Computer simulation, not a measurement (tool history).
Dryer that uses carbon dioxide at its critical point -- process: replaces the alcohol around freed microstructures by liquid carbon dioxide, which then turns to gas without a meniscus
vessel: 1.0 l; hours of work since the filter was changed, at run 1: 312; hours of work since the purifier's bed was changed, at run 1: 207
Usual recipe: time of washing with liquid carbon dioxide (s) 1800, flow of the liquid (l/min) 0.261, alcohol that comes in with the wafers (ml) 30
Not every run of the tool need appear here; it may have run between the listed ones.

run	hour	time of washing with liquid carbon dioxide (s)	flow of the liquid (l/min)	alcohol that comes in with the wafers (ml)	hours of work since the filter was changed	hours of work since the purifier's bed was changed	alcohol left in the vessel before it's heated (ppm by volume)
1	0	1800	0.261	30	312	207	127
2	45.4	1800	0.261	30	340	235	153
3	69.5	1560	0.261	30	355	250	195
4	100.8	1560	0.261	30	374	269	205
5	143.6	1560	0.261	30	400	295	228
# hour 193: inlet filter changed
6	197.5	1560	0.261	30	3	327	232
7	243	1560	0.261	30	31	355	240
8	265.4	1380	0.261	30	44	369	297
9	290	1380	0.261	30	59	384	308
10	338.3	1380	0.261	30	89	413	331
11	377.5	1380	0.261	30	113	437	344
12	432.4	1380	0.261	30	146	471	376
13	466	1380	0.261	30	167	491	391
14	518.2	1380	0.261	30	199	523	379
# hour 543.8: purifier's bed changed
15	543.9	1800	0.198	30	212	0	143
16	582.6	1800	0.261	30	236	24	47
17	633.6	1200	0.261	30	267	55	283
18	669.8	1200	0.261	30	289	77	306
19	709.3	1200	0.261	30	313	101	324
20	738.6	1800	0.261	35	331	119	97
21	780.2	1800	0.261	35	357	144	115
22	807.4	1800	0.261	35	373	161	124
23	841.9	1800	0.261	87	394	182	181
24	897.1	2220	0.224	30	428	216	136
# hour 902.8: inlet filter changed
25	934.9	2220	0.224	30	20	238	137
26	986.3	2220	0.244	24	51	270	152
27	1018.1	1500	0.394	53	70	289	154
28	1049.4	1500	0.394	53	89	308	161
29	1074.1	1140	0.183	32	105	323	1361
30	1111.8	1980	0.161	67	128	346	611
31	1159.7	1740	0.261	30	157	375	232
32	1206.8	1920	0.261	89	186	404	276
33	1239.7	1320	0.298	67	206	424	398
34	1265.6	1320	0.298	67	222	440	397
35	1313	1500	0.278	30	250	469	311
36	1341.6	1500	0.297	65	268	486	340
37	1374	1500	0.297	31	288	506	314
# hour 1425.7: purifier's bed changed
38	1429.6	1860	0.351	79	320	2	18
39	1464.3	1860	0.351	79	341	24	23
40	1492	1860	0.351	79	358	40	27
41	1527.2	1860	0.248	48	379	62	87
42	1566.2	1380	0.248	23	403	86	204
43	1601.4	2520	0.27	23	425	107	69
# hour 1613: inlet filter changed
44	1648.2	2520	0.27	23	22	135	86
45	1680.5	2520	0.27	23	41	155	94
46	1734.8	2520	0.27	23	74	188	116

Consider 4 possible next runs. They are alternatives, not a sequence: every one starts from the tool as it was left by run 46. What does each give?
A	1784	1200	0.33	30	104	218	?
B	1784	2760	0.166	30	104	218	?
C	1784	1380	0.261	30	104	218	?
D	1784	1320	0.27	44	104	218	?

run	alcohol left in the vessel before it's heated (ppm by volume)
A	176
B	145
C	222
D	276
The same runs, with their run-to-run variation unchanged, on a tool lacking any hidden condition would have given:
run	alcohol left in the vessel before it's heated (ppm by volume)
A	50
B	23
C	92
D	141
